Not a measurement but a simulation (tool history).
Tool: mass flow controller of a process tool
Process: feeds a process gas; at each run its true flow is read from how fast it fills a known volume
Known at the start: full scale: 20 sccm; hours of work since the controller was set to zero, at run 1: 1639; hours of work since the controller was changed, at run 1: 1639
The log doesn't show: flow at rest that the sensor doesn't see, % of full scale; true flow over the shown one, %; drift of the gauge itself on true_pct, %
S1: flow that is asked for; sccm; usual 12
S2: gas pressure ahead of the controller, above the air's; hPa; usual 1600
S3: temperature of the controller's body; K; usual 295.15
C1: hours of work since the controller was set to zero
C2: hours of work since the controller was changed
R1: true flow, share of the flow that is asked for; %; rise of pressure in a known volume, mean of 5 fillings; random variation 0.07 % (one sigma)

run	hour	S1	S2	S3	C1	C2	R1
1	0.0	12	1600	295.15	1639	1639	98.45
2	315.3	12	1600	295.15	1800	1800	98.54
3	563.2	12	1600	295.15	1927	1927	98.50
4	826.5	12	2120	295.15	2062	2062	99.00
5	1050.1	12	2120	295.15	2176	2176	98.89
6	1245.3	12	1600	295.15	2276	2276	98.57
7	1572.9	12	1600	295.15	2444	2444	98.60
8	1896.3	12	1600	295.15	2609	2609	98.42
9	2095.5	12	1600	295.15	2711	2711	98.60
10	2322.2	12	1600	295.15	2827	2827	98.54
11	2514.8	12	1600	295.15	2925	2925	98.64
12	2794.3	12	1600	295.15	3068	3068	98.51
13	3114.9	2	1600	295.15	3232	3232	93.89
14	3356.8	2	1600	295.15	3356	3356	93.75
15	3670.7	2	1600	295.15	3517	3517	93.59
16	3966.1	12	1600	295.15	3668	3668	98.48
17	4289.5	12	1600	295.15	3833	3833	98.68
18	4485.2	12	1460	295.15	3934	3934	98.47
19	4820.4	12	1460	295.15	4105	4105	98.40
20	5106.5	12	1460	295.15	4251	4251	98.45
21	5375.7	12	1460	295.15	4389	4389	98.47
22	5567.6	12	1600	295.15	4487	4487	98.55
23	5889.4	12	1600	295.15	4652	4652	98.59
# hour 6124.1: controller's zero set anew
24	6190.5	12	1600	295.15	34	4806	99.59
25	6342.9	12	1600	295.15	112	4884	99.61
26	6675.0	8	1490	295.15	282	5054	98.63
27	6934.0	8	1490	295.15	414	5186	98.71
28	7102.1	2	2100	297.15	500	5272	97.26
29	7242.2	3	2360	295.15	572	5344	98.03
30	7474.3	18	2230	302.15	691	5462	100.40
31	7682.7	18	2230	302.15	797	5569	100.51
32	7933.5	18	2230	302.15	926	5697	100.58
33	8126.3	16	1810	311.15	1024	5796	99.31
34	8318.7	2	2090	295.15	1123	5894	96.88
35	8483.6	2	2090	295.15	1207	5979	96.80
36	8645.6	11	2760	300.15	1290	6062	99.70
37	8791.0	3	1910	301.15	1364	6136	96.79
38	9034.5	11	2750	293.15	1489	6261	100.22
39	9228.6	12	2270	295.15	1588	6360	99.92
40	9410.2	7	1740	300.15	1681	6453	98.24
41	9589.1	7	1740	300.15	1773	6544	98.06
42	9805.1	7	1740	300.15	1883	6655	98.14
43	10039.7	10	1430	300.15	2003	6775	98.56
44	10178.7	4	2040	295.15	2074	6846	97.54
45	10366.4	12	1790	295.15	2170	6942	99.84
46	10557.9	12	1550	301.15	2268	7040	99.06
47	10825.3	2	1720	304.15	2405	7177	95.09
48	11110.5	2	1720	304.15	2551	7323	94.70
49	11444.2	12	2170	295.15	2722	7493	99.86

3 ways to go on from here, each from the tool as it stands after run 49. What would each give?
A	11638.0	9	1600	293.15	2821	7593	?
B	11638.0	12	2300	297.15	2821	7593	?
C	11638.0	12	1600	308.15	2821	7593	?

run	R1
A	99.04
B	99.88
C	98.66
Without the tool's hidden state the same runs would have given:
run	R1
A	98.21
B	98.87
C	97.65
